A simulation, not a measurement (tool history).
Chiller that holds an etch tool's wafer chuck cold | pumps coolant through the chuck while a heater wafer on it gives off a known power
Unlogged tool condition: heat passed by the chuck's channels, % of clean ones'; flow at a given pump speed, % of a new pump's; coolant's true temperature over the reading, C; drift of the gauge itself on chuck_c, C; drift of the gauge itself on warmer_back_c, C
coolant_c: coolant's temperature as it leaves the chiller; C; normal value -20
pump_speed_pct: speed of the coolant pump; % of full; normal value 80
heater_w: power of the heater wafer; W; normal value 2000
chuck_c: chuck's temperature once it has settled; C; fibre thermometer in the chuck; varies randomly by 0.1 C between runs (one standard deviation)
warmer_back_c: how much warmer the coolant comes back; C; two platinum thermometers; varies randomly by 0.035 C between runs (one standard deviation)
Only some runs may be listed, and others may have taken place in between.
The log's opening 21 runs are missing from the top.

run,hour,coolant_c,pump_speed_pct,heater_w,hours since the coolant was changed and the channels were flushed,hours since the pump was overhauled,hours since the chiller's thermometer was calibrated,chuck_c,warmer_back_c
22,922.7,-27,80,2000,1321,1321,383,-13,6.02
23,981.2,-17,70,2000,1380,1380,441,-1.3,7.01
24,1022.4,-14,80,1680,1421,1421,482,-2.3,5.1
25,1070.7,-17,65,1218,1469,1469,531,-6.8,4.66
26,1109.1,-17,65,1218,1507,1507,569,-6.7,4.68
27,1163.4,-19,81,1256,1562,1562,623,-10.3,3.8
28,1214.2,-20,63,2685,1613,1613,674,3.5,10.68
29,1257.2,-20,63,2685,1656,1656,717,3.6,10.66
30,1289.9,-16,63,2097,1688,1688,750,2.6,8.31
31,1314.4,-16,63,1713,1713,1713,774,-0.9,6.81

Here are 4 independent what-if runs from the current tool condition. What would each one return?
A,1355.1,-26,63,1993,1754,1754,815,?,?
B,1355.1,-16,82,1117,1754,1754,815,?,?
C,1355.1,-20,70,2000,1754,1754,815,?,?
D,1355.1,-20,80,2586,1754,1754,815,?,?

run,chuck_c,warmer_back_c
A,-8.3,7.89
B,-7.9,3.38
C,-3.7,7.12
D,-1.3,7.93
Take away the tool's hidden state, keep each run's random variation, and the runs would have read:
run,chuck_c,warmer_back_c
A,-10.9,7.29
B,-9.1,3.13
C,-6.1,6.58
D,-4.1,7.33

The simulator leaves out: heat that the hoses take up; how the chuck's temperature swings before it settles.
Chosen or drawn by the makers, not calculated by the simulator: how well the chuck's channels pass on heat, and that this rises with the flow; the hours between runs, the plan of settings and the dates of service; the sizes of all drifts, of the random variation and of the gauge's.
